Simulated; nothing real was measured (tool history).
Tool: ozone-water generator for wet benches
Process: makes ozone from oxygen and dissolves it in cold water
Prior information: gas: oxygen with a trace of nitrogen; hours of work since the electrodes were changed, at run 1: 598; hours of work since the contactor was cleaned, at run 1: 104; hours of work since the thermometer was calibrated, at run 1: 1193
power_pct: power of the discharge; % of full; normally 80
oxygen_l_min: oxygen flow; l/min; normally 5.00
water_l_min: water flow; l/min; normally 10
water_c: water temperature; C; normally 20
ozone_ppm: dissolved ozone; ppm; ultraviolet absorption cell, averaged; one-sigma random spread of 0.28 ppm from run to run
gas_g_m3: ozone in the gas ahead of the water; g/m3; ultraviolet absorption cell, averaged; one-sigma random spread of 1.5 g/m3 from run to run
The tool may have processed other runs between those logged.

run     day  power_pct  oxygen_l_min  water_l_min  water_c  hours of work since the electrodes were changed  hours of work since the contactor was cleaned  hours of work since the thermometer was calibrated  ozone_ppm  gas_g_m3
  1   0.000         80          5.00           10       20                                              598                                            104                                                1193       42.7     291.0
  2   1.125         80          5.00           10       20                                              624                                            130                                                1219       43.1     292.8
  3   2.358         80          5.00           10       20                                              653                                            159                                                1248       43.0     294.7
  4   3.717         80          5.00           10       20                                              685                                            191                                                1280       43.3     291.9
  5   4.929         80          5.00           10       20                                              713                                            220                                                1308       43.2     292.1
  6   6.675         80          5.00           10       20                                              754                                            261                                                1349       43.1     294.5
  7   7.604         80          5.00           10       20                                              776                                            282                                                1371       43.3     290.5
  8   9.000         80          5.00           10       20                                              809                                            315                                                1404       43.2     291.1
  9  10.546         42          4.72            7       17                                              845                                            351                                                1440       35.0     185.2
 10  11.562         80          7.16           10       23                                              869                                            375                                                1464       36.9     235.6
 11  12.538         99          2.60           14       20                                              892                                            398                                                1487       41.6     497.7
 12  13.446         79          5.00           15       20                                              913                                            419                                                1508       32.2     287.6
 13  14.417         79          5.00           15       20                                              936                                            442                                                1531       32.4     286.1
 14  16.212         79          5.00           15       20                                              978                                            484                                                1573       32.1     290.6
 15  17.325         79          5.00           15       24                                             1004                                            510                                                1599       30.6     289.3

Predict each of these 5 candidate next runs independently; none follows another, all start after run 15:
  A  18.650         43          5.00            7       20                                             1035                                            541                                                1630          ?         ?
  B  18.650         72          5.00           14       24                                             1035                                            541                                                1630          ?         ?
  C  18.650         79          5.00           15       13                                             1035                                            541                                                1630          ?         ?
  D  18.650         79          5.00           10       14                                             1035                                            541                                                1630          ?         ?
  E  18.650         61          5.00           16       12                                             1035                                            541                                                1630          ?         ?

run  ozone_ppm  gas_g_m3
  A       32.6     183.2
  B       29.6     268.4
  C       36.2     287.3
  D       47.7     288.9
  E       28.5     238.3
Had the tool no hidden state, the same runs would have come out as:
run  ozone_ppm  gas_g_m3
  A       32.6     184.9
  B       29.6     270.9
  C       36.2     289.9
  D       47.7     291.5
  E       28.5     240.4
